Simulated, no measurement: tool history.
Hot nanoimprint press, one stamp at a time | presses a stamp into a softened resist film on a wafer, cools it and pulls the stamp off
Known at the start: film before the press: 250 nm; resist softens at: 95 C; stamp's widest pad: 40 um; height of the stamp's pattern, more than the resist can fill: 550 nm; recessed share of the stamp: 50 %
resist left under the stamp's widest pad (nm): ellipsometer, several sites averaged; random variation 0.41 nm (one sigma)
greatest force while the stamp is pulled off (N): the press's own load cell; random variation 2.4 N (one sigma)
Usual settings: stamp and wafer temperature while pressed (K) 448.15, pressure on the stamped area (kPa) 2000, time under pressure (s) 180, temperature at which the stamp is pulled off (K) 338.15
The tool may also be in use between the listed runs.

run    hour  stamp and wafer temperature while pressed (K)  pressure on the stamped area (kPa)  time under pressure (s)  temperature at which the stamp is pulled off (K)  resist left under the stamp's widest pad (nm)  greatest force while the stamp is pulled off (N)
  1     0.0                                         448.15                                2000                      180                                            338.15                                           89.0                                               119
  2    35.4                                         448.15                                2000                      180                                            338.15                                           89.2                                               120
  3    87.3                                         448.15                                2000                      180                                            338.15                                           90.2                                               120
      101.4  -- stamp cleaned and given a new release coat
  4   139.2                                         449.15                                2000                      180                                            338.15                                           87.8                                               114
  5   167.3                                         449.15                                2000                      180                                            338.15                                           87.1                                               115
  6   198.5                                         448.15                                2000                      180                                            338.15                                           91.3                                               117
  7   225.6                                         448.15                                2000                      180                                            338.15                                           91.2                                               117
      264.5  -- plate thermocouple calibrated
  8   272.6                                         448.15                                2000                      180                                            338.15                                           90.6                                               116
  9   324.2                                         449.15                                2000                      180                                            338.15                                           88.0                                               110
 10   361.5                                         442.15                                2000                      180                                            338.15                                          112.5                                               120
      375.0  -- stamp cleaned and given a new release coat
 11   417.6                                         442.15                                2000                      180                                            327.15                                          112.2                                               131
 12   472.7                                         442.15                                2000                      180                                            327.15                                          112.0                                               135
 13   504.3                                         442.15                                2000                      180                                            327.15                                          111.9                                               138
 14   541.3                                         442.15                                2000                      180                                            327.15                                          113.0                                               137
 15   568.6                                         448.15                                2000                      180                                            338.15                                           91.2                                               118
 16   598.6                                         448.15                                2000                      180                                            338.15                                           91.2                                               119
 17   625.9                                         452.15                                2000                      180                                            338.15                                           80.6                                               115
      642.5  -- stamp cleaned and given a new release coat
      656.8  -- gauge calibrated
 18   663.5                                         452.15                                2000                      180                                            338.15                                           78.5                                               115
      694.9  -- press's hydraulic seals changed and the load cell set to zero
 19   729.2                                         452.15                                2690                      180                                            333.15                                           65.9                                               127
 20   768.3                                         459.15                                1660                      315                                            343.15                                           56.5                                               108
      811.8  -- plate thermocouple calibrated
 21   824.9                                         453.15                                2000                      103                                            338.15                                           93.8                                               115
 22   867.3                                         448.15                                2480                      215                                            327.15                                           75.2                                               143
 23   908.6                                         448.15                                2480                      215                                            327.15                                           75.4                                               139
      923.5  -- stamp cleaned and given a new release coat
 24   954.4                                         447.15                                2000                       94                                            343.15                                          117.7                                               104
 25   979.7                                         447.15                                2000                       94                                            343.15                                          118.4                                               106
 26  1035.5                                         447.15                                2000                       94                                            343.15                                          119.1                                               108
 27  1074.2                                         440.15                                1310                      110                                            338.15                                          168.6                                               114
 28  1114.0                                         448.15                                1320                      207                                            338.15                                          108.7                                               117
 29  1148.5                                         448.15                                1320                      207                                            325.15                                          108.4                                               141
     1189.9  -- stamp cleaned and given a new release coat
 30  1199.3                                         448.15                                2000                      243                                            325.15                                           81.6                                               142
 31  1230.4                                         448.15                                2000                      277                                            338.15                                           77.6                                               114

Measured less the same run without the tool's hidden state. The same run-to-run variation is in both; the gauge's scatter may not be:
The hidden state here: true temperature over the reading, C; pressure that arrives at the usual setting, %; grip of the stamp's worn release coat, % over a new coat's; drift of the gauge itself on residual_nm, %; drift of the gauge itself on pull_off_n, %.
run  resist left under the stamp's widest pad (nm)
  1                                           +0.1
  2                                           +0.2
  3                                           +0.4
  4                                           +0.6
  5                                           +0.7
  6                                           +0.8
  7                                           +0.9
  8                                           +0.9
  9                                           +1.1
 10                                           +1.6
 11                                           +1.8
 12                                           +2.0
 13                                           +2.2
 14                                           +2.3
 15                                           +2.0
 16                                           +2.1
 17                                           +2.0
 18                                           +0.2
 19                                           +0.2
 20                                           +0.3
 21                                           +0.6
 22                                           +0.6
 23                                           +0.7
 24                                           +1.3
 25                                           +1.4
 26                                           +1.7
 27                                           +2.6
 28                                           +1.9
 29                                           +2.0
 30                                           +1.7
 31                                           +1.7
greatest force while the stamp is pulled off (N): within 2 of the measured result in every run.
